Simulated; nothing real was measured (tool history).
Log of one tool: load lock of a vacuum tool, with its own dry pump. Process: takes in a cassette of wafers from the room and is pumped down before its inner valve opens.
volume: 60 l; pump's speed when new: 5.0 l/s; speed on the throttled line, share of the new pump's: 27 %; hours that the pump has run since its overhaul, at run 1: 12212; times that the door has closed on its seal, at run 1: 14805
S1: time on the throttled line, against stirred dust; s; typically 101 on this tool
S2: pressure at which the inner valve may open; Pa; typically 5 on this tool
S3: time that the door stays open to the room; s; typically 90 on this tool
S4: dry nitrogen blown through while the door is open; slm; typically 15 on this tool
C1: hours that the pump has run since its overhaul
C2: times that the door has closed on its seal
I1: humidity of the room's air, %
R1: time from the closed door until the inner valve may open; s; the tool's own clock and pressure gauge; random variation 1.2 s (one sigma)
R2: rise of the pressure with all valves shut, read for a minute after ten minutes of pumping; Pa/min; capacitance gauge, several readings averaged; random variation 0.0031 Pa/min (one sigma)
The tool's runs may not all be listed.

Run 1, day 0.000: usual settings; C1 12212; C2 14805; I1 47.3. Result: R1 217.9 s, R2 0.280 Pa/min.
Run 2, day 17.025: usual settings; C1 12620; C2 15430; I1 42.9. Result: R1 215.5 s, R2 0.287 Pa/min.
Run 3, day 37.875: usual settings; C1 13121; C2 16195; I1 41.9. Result: R1 215.8 s, R2 0.305 Pa/min.
Run 4, day 55.338: usual settings; C1 13540; C2 16836; I1 44.4. Result: R1 219.3 s, R2 0.320 Pa/min.
Run 5, day 73.642: usual settings; C1 13979; C2 17507; I1 42.9. Result: R1 219.4 s, R2 0.324 Pa/min.
Run 6, day 96.358: usual settings; C1 14524; C2 18341; I1 46.4. Result: R1 220.6 s, R2 0.361 Pa/min.
Run 7, day 118.888: usual settings; C1 15065; C2 19168; I1 44.3. Result: R1 221.2 s, R2 0.375 Pa/min.
Run 8, day 141.938: usual settings; C1 15618; C2 20014; I1 50.9. Result: R1 222.5 s, R2 0.398 Pa/min.
At day 147.500: dry pump taken out, an overhauled one fitted.
Run 9, day 156.667: usual settings but S4 9 slm; C1 220; C2 20545; I1 45.2. Result: R1 195.5 s, R2 0.412 Pa/min.
Run 10, day 174.029: usual settings but S4 9 slm; C1 637; C2 21182; I1 45.1. Result: R1 193.9 s, R2 0.432 Pa/min.
Run 11, day 194.929: usual settings; C1 1138; C2 21949; I1 48.6. Result: R1 195.2 s, R2 0.449 Pa/min.
Run 12, day 208.996: usual settings; C1 1476; C2 22466; I1 46.8. Result: R1 197.9 s, R2 0.459 Pa/min.

Run 13 comes next. What will it give?
Run 13, day 230.779: usual settings; C1 1999; C2 23265; I1 44.1. Result: R1 ?, R2 ?.

Run 13 measured R1 196.0 s, R2 0.483 Pa/min.
On a tool with no hidden condition, and with the same random variation, this run would have come out at R1 192.7 s, R2 0.060 Pa/min.
